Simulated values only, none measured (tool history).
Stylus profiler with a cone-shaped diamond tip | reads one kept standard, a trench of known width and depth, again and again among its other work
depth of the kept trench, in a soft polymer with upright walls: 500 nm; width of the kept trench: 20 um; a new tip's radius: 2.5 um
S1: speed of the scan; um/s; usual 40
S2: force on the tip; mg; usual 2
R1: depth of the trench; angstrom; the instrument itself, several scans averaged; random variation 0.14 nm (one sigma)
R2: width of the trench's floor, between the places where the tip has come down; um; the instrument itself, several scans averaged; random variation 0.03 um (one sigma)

run	day	S1	S2	R1	R2
1	0	40	2	5071.1	16.7
2	0.921	40	2	5069.1	16.75
3	2.042	40	3.96	5110.7	16.83
4	2.729	40	3.96	5108.7	16.81
5	3.354	40	1	5050.3	16.68
6	3.892	40	2	5069.6	16.73
7	4.538	40	2	5068.5	16.71
8	5.283	40	3.82	5105.8	16.78
9	6.258	57	4.47	5117	16.69
# day 6.371: height scale calibrated on a step standard
10	7.079	40	1.23	5058	16.65
11	8.021	40	1.23	5060.7	16.68
12	8.729	27	2.13	5080.2	16.8

The next listed run, before its measurement:
# day 9.133: height scale calibrated on a step standard, once more
13	9.383	27	2.13	?	?

Run 13 gave R1 5068.7 angstrom, R2 16.73 um.
Without the tool's hidden state the same run would have given R1 5066.2 angstrom, R2 16.82 um.
